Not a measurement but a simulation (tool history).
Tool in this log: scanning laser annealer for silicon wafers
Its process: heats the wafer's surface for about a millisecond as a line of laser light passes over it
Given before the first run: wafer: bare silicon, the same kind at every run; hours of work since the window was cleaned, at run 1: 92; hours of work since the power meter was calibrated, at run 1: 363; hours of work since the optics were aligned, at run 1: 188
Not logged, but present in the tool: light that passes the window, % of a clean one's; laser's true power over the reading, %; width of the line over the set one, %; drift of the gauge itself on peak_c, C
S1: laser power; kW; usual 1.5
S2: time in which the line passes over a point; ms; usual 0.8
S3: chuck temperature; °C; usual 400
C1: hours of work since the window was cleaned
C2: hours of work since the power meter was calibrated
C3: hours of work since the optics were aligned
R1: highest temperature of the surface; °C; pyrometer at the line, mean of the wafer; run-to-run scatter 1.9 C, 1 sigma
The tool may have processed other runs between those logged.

| run | hour | S1 | S2 | S3 | C1 | C2 | C3 | R1 |
|---|---|---|---|---|---|---|---|---|
| 1 | 0 | 1.5 | 0.8 | 400 | 92 | 363 | 188 | 1102 |
| 2 | 11.5 | 1.491 | 0.8 | 400 | 101 | 372 | 197 | 1099 |
| 3 | 25.5 | 1.491 | 0.8 | 400 | 112 | 383 | 208 | 1096 |
| 4 | 37.1 | 1.491 | 0.8 | 400 | 122 | 393 | 217 | 1091 |
| 5 | 51.1 | 1.5 | 0.8 | 400 | 133 | 404 | 228 | 1099 |
| 6 | 60.9 | 1.5 | 0.8 | 400 | 140 | 411 | 236 | 1097 |
| 7 | 71 | 1.5 | 0.8 | 400 | 148 | 419 | 244 | 1095 |
| 8 | 81.5 | 1.5 | 0.8 | 400 | 157 | 428 | 252 | 1094 |
| 9 | 91.6 | 1.5 | 0.8 | 400 | 165 | 436 | 260 | 1094 |
| 10 | 102.8 | 1.5 | 0.8 | 400 | 174 | 445 | 269 | 1095 |
| 11 | 109 | 1.609 | 0.8 | 400 | 179 | 450 | 274 | 1158 |
|  | 112.7 | laser's power meter calibrated |
| 12 | 121.1 | 1.5 | 0.8 | 400 | 186 | 7 | 281 | 1088 |
| 13 | 129.3 | 1.5 | 0.8 | 400 | 192 | 13 | 288 | 1087 |
| 14 | 142 | 1.5 | 0.8 | 400 | 202 | 23 | 298 | 1085 |
| 15 | 153.6 | 1.5 | 0.598 | 400 | 211 | 32 | 307 | 982 |
| 16 | 163.1 | 1.5 | 0.598 | 400 | 219 | 40 | 315 | 980 |
| 17 | 171.1 | 1.5 | 0.8 | 400 | 225 | 46 | 321 | 1083 |
| 18 | 185 | 1.5 | 0.8 | 400 | 236 | 57 | 332 | 1079 |
|  | 199.8 | laser's power meter calibrated, once more |
| 19 | 200.1 | 1.5 | 0.8 | 400 | 246 | 0 | 342 | 1085 |
| 20 | 208.5 | 1.297 | 0.754 | 411 | 252 | 7 | 348 | 964 |
| 21 | 221.4 | 1.5 | 0.614 | 400 | 263 | 17 | 358 | 990 |
| 22 | 229.1 | 1.521 | 0.739 | 411 | 269 | 23 | 364 | 1074 |
| 23 | 238.5 | 1.598 | 0.722 | 385 | 276 | 31 | 372 | 1081 |
| 24 | 245.3 | 1.5 | 0.711 | 396 | 282 | 36 | 377 | 1026 |
| 25 | 258.7 | 1.404 | 0.637 | 406 | 292 | 47 | 388 | 953 |
| 26 | 268 | 1.404 | 0.637 | 406 | 300 | 54 | 395 | 954 |
| 27 | 279.3 | 1.476 | 0.719 | 363 | 309 | 63 | 404 | 986 |
| 28 | 290.8 | 1.276 | 0.88 | 403 | 318 | 72 | 413 | 980 |
| 29 | 297.4 | 1.5 | 0.8 | 418 | 323 | 77 | 419 | 1088 |
| 30 | 309.8 | 1.299 | 0.569 | 406 | 333 | 87 | 428 | 867 |
| 31 | 320.5 | 1.304 | 0.635 | 402 | 341 | 96 | 437 | 898 |
| 32 | 332.7 | 1.304 | 0.635 | 402 | 351 | 105 | 446 | 894 |
| 33 | 343.1 | 1.432 | 0.642 | 391 | 359 | 113 | 455 | 946 |
|  | 352.9 | window over the wafer cleaned |
| 34 | 352.9 | 1.533 | 0.956 | 361 | 0 | 120 | 461 | 1171 |
| 35 | 363.1 | 1.533 | 0.754 | 411 | 8 | 128 | 469 | 1119 |
| 36 | 372.6 | 1.623 | 0.612 | 418 | 16 | 135 | 477 | 1096 |

4 options for the next run, each taken on its own from the tool as it stands now. Forecast them:
| A | 380.8 | 1.605 | 0.91 | 388 | 22 | 142 | 483 | ? |
| B | 380.8 | 1.517 | 0.612 | 418 | 22 | 142 | 483 | ? |
| C | 380.8 | 1.485 | 0.888 | 418 | 22 | 142 | 483 | ? |
| D | 380.8 | 1.5 | 0.919 | 400 | 22 | 142 | 483 | ? |

| run | R1 |
|---|---|
| A | 1216 |
| B | 1040 |
| C | 1162 |
| D | 1167 |
With the hidden condition removed and each run's random variation left untouched, the same runs would have given:
| run | R1 |
|---|---|
| A | 1233 |
| B | 1053 |
| C | 1177 |
| D | 1183 |

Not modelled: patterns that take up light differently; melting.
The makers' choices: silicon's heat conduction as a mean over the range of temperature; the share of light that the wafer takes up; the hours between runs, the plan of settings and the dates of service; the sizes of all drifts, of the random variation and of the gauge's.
